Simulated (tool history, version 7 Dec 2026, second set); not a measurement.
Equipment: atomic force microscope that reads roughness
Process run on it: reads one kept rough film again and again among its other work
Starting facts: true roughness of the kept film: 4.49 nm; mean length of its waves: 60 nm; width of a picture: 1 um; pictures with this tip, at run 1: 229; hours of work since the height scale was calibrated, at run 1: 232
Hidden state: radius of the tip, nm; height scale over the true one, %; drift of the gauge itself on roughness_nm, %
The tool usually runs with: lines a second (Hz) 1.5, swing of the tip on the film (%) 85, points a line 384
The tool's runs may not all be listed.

| run | hour | lines a second (Hz) | swing of the tip on the film (%) | points a line | pictures with this tip | hours of work since the height scale was calibrated | roughness of the kept film (nm (root mean square)) |
|---|---|---|---|---|---|---|---|
| 1 | 0 | 1.5 | 85 | 384 | 229 | 232 | 3.573 |
| 2 | 9.2 | 3.61 | 85 | 384 | 243 | 237 | 2.859 |
| 3 | 17.6 | 3.61 | 85 | 384 | 254 | 243 | 2.867 |
| 4 | 27.5 | 3.61 | 85 | 384 | 268 | 249 | 2.851 |
| 5 | 36.8 | 1.5 | 73 | 384 | 282 | 255 | 3.849 |
| 6 | 46.4 | 1.5 | 73 | 384 | 295 | 261 | 3.882 |
| 7 | 55 | 1.5 | 85 | 555 | 308 | 266 | 3.543 |
|  | 57.6 | new tip fitted |
| 8 | 65.6 | 2.18 | 85 | 384 | 11 | 273 | 3.305 |
| 9 | 74.6 | 2.18 | 85 | 384 | 24 | 278 | 3.311 |
| 10 | 89.8 | 1.21 | 85 | 384 | 45 | 288 | 3.692 |
| 11 | 103.8 | 1.21 | 85 | 384 | 65 | 297 | 3.682 |
| 12 | 119.4 | 1.21 | 85 | 384 | 87 | 306 | 3.695 |
| 13 | 131.1 | 1.21 | 85 | 384 | 104 | 314 | 3.664 |
| 14 | 142.3 | 1.5 | 85 | 384 | 120 | 321 | 3.573 |
| 15 | 152.2 | 1.5 | 85 | 384 | 134 | 327 | 3.527 |
| 16 | 167.8 | 1.5 | 85 | 384 | 156 | 337 | 3.553 |
| 17 | 177.8 | 0.74 | 85 | 384 | 171 | 343 | 3.917 |
| 18 | 191.6 | 0.74 | 85 | 384 | 190 | 352 | 3.907 |
| 19 | 203.7 | 1.5 | 85 | 384 | 207 | 360 | 3.572 |
| 20 | 211.9 | 1.5 | 85 | 384 | 219 | 365 | 3.553 |
| 21 | 220.8 | 0.84 | 85 | 384 | 232 | 370 | 3.865 |
| 22 | 231.2 | 0.84 | 85 | 384 | 246 | 377 | 3.839 |
| 23 | 242.1 | 2.83 | 85 | 486 | 262 | 384 | 3.075 |
| 24 | 249.3 | 2.83 | 85 | 486 | 272 | 388 | 3.098 |
| 25 | 256.9 | 3.93 | 67 | 920 | 283 | 393 | 3.558 |
| 26 | 269.9 | 1.61 | 67 | 427 | 301 | 401 | 3.94 |
|  | 276.7 | new tip fitted |
| 27 | 285.4 | 1.61 | 67 | 427 | 13 | 411 | 3.99 |
| 28 | 293 | 1.5 | 69 | 384 | 24 | 415 | 3.953 |
| 29 | 305.3 | 2.73 | 75 | 864 | 41 | 423 | 3.493 |
| 30 | 320.4 | 2.73 | 75 | 864 | 63 | 433 | 3.496 |
| 31 | 333 | 1.5 | 77 | 384 | 80 | 441 | 3.786 |
| 32 | 345.2 | 2.08 | 66 | 476 | 98 | 448 | 3.945 |
| 33 | 353.6 | 0.67 | 60 | 546 | 110 | 454 | 4.23 |
| 34 | 368.7 | 3.57 | 56 | 554 | 131 | 463 | 3.967 |
| 35 | 381.2 | 1.79 | 79 | 536 | 149 | 471 | 3.637 |
| 36 | 397.7 | 1.79 | 79 | 536 | 172 | 481 | 3.637 |
| 37 | 413.4 | 1.79 | 79 | 536 | 195 | 491 | 3.655 |
| 38 | 425.8 | 1.5 | 85 | 498 | 212 | 499 | 3.564 |
| 39 | 435.1 | 1.73 | 72 | 353 | 226 | 505 | 3.824 |
| 40 | 443.4 | 3.59 | 56 | 384 | 237 | 510 | 3.954 |
| 41 | 457.6 | 1.13 | 56 | 959 | 258 | 519 | 4.222 |
| 42 | 468.3 | 1.3 | 59 | 289 | 273 | 526 | 4.157 |
| 43 | 477.3 | 1.3 | 60 | 454 | 286 | 532 | 4.133 |

Hidden condition of the tool, last listed run before each entry between runs versus first listed run after:
Run 7 -> run 8: new tip fitted (hour 57.6)
  radius of the tip, nm: 7.5 -> 7
Run 26 -> run 27: new tip fitted (hour 276.7)
  radius of the tip, nm: 7.6 -> 7
